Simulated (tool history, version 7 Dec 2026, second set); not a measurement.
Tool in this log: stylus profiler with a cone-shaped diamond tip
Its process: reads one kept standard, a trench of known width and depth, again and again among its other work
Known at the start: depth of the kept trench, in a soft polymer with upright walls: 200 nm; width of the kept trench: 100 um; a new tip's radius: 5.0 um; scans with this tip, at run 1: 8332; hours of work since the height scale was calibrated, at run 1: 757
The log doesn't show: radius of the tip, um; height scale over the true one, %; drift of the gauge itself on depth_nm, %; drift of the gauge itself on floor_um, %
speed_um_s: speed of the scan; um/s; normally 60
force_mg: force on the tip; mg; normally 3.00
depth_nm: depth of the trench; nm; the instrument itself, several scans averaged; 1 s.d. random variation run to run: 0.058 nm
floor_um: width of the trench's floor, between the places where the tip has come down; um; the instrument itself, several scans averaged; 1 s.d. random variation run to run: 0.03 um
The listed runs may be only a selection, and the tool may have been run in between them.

run,hour,speed_um_s,force_mg,scans with this tip,hours of work since the height scale was calibrated,depth_nm,floor_um
1,0.0,60,3.00,8332,757,201.77,96.89
2,75.4,60,2.99,8947,813,201.74,96.91
3,119.5,60,2.99,9308,846,201.92,96.91
4,168.9,161,3.00,9711,882,201.93,96.39
# hour 197.3: new tip fitted, height scale calibrated
5,218.5,60,2.11,173,16,201.55,96.90
6,282.2,60,2.11,693,63,201.51,96.90
7,326.0,60,2.11,1051,95,201.36,96.89
8,388.6,60,2.11,1562,142,201.48,96.84
9,436.3,59,3.00,1952,177,201.84,96.92
10,492.8,59,3.00,2414,219,201.81,96.92
11,540.6,59,3.14,2804,255,201.88,97.01
12,595.2,59,3.14,3250,295,201.94,96.91
13,661.4,47,3.00,3791,344,201.82,97.02
14,734.6,47,3.00,4388,399,201.82,96.98
15,771.1,47,3.00,4686,426,201.89,96.97
16,842.1,19,3.24,5266,478,201.89,97.08
17,890.4,220,1.08,5661,514,201.04,95.62

Run 18 is up next; what results do you expect?
18,964.4,220,1.08,6265,569,?,?

{"run 18": {"depth_nm": 200.94, "floor_um": 95.54}}
The same run, on a tool lacking any hidden state, would have yielded depth_nm 200.94 nm, floor_um 95.56 um.

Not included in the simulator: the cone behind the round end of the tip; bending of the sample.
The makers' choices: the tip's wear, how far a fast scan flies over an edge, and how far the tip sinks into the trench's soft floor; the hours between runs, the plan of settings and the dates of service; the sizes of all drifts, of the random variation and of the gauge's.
